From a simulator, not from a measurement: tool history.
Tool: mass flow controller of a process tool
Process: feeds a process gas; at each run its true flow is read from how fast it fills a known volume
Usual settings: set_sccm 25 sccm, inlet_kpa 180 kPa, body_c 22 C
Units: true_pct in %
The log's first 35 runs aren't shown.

{"run": 36, "hour": 3638.8, "set_sccm": 7, "inlet_kpa": 140, "body_c": 20, "true_pct": 101.43}
{"run": 37, "hour": 3757.4, "set_sccm": 14, "inlet_kpa": 180, "body_c": 30, "true_pct": 99.72}
{"run": 38, "hour": 3853.7, "set_sccm": 12, "inlet_kpa": 159, "body_c": 23, "true_pct": 100.75}
{"run": 39, "hour": 3982.7, "set_sccm": 21, "inlet_kpa": 237, "body_c": 26, "true_pct": 100.13}
{"run": 40, "hour": 4072.3, "set_sccm": 27, "inlet_kpa": 180, "body_c": 30, "true_pct": 99.95}
{"run": 41, "hour": 4168.4, "set_sccm": 43, "inlet_kpa": 241, "body_c": 29, "true_pct": 100.39}
{"run": 42, "hour": 4312.0, "set_sccm": 10, "inlet_kpa": 219, "body_c": 20, "true_pct": 101.27}
{"run": 43, "hour": 4449.5, "set_sccm": 8, "inlet_kpa": 277, "body_c": 22, "true_pct": 101.4}
{"run": 44, "hour": 4566.9, "set_sccm": 8, "inlet_kpa": 277, "body_c": 22, "true_pct": 101.28}
{"run": 45, "hour": 4707.3, "set_sccm": 33, "inlet_kpa": 277, "body_c": 35, "true_pct": 99.4}
{"run": 46, "hour": 4767.5, "set_sccm": 18, "inlet_kpa": 169, "body_c": 24, "true_pct": 101.02}
{"run": 47, "hour": 4831.1, "set_sccm": 18, "inlet_kpa": 169, "body_c": 24, "true_pct": 101.04}

3 ways to go on from here, each from the tool as it stands after run 47. What would each give?
{"run": "A", "hour": 4953.1, "set_sccm": 6, "inlet_kpa": 203, "body_c": 21, "true_pct": "?"}
{"run": "B", "hour": 4953.1, "set_sccm": 23, "inlet_kpa": 180, "body_c": 24, "true_pct": "?"}
{"run": "C", "hour": 4953.1, "set_sccm": 45, "inlet_kpa": 243, "body_c": 37, "true_pct": "?"}

run=A true_pct=102.9
run=B true_pct=101
run=C true_pct=99.85
Without the tool's hidden state the same runs would have given:
run=A true_pct=98.52
run=B true_pct=99.08
run=C true_pct=98.36
